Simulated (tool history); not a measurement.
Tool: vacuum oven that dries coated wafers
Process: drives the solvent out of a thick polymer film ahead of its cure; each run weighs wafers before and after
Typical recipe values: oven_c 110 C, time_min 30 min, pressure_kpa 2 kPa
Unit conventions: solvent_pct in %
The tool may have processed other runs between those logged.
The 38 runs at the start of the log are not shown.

run,hour,oven_c,time_min,pressure_kpa,hours of work since the thermocouples were calibrated,hours of work since the vacuum gauge was cleaned of residue,solvent_pct
39,2438.1,109,30,4.75,530,1433,2.53
40,2511.4,96,49,1.09,562,1465,1.81
41,2596.1,100,40,3.91,600,1503,3.15
42,2663.4,114,32,3.4,629,1532,1.38
43,2725.4,114,32,3.4,656,1559,1.4
44,2780.2,116,21,2.99,680,1584,1.71
45,2862.6,118,16,1.01,717,1620,1.6
46,2920.2,118,16,1.01,742,1645,1.6
47,2989.8,110,50,2,773,1676,0.87

4 ways to go on from here, each from the tool as it stands after run 47. What would each give?
A,3072.6,111,21,2,809,1712,?
B,3072.6,125,16,5.11,809,1712,?
C,3072.6,108,50,3.5,809,1712,?
D,3072.6,106,50,2,809,1712,?

run,solvent_pct
A,2.23
B,1.7
C,1.6
D,1.11
The same runs, with their run-to-run variation unchanged, on a tool lacking any hidden condition would have given:
run,solvent_pct
A,2.15
B,1.65
C,1.51
D,1.02
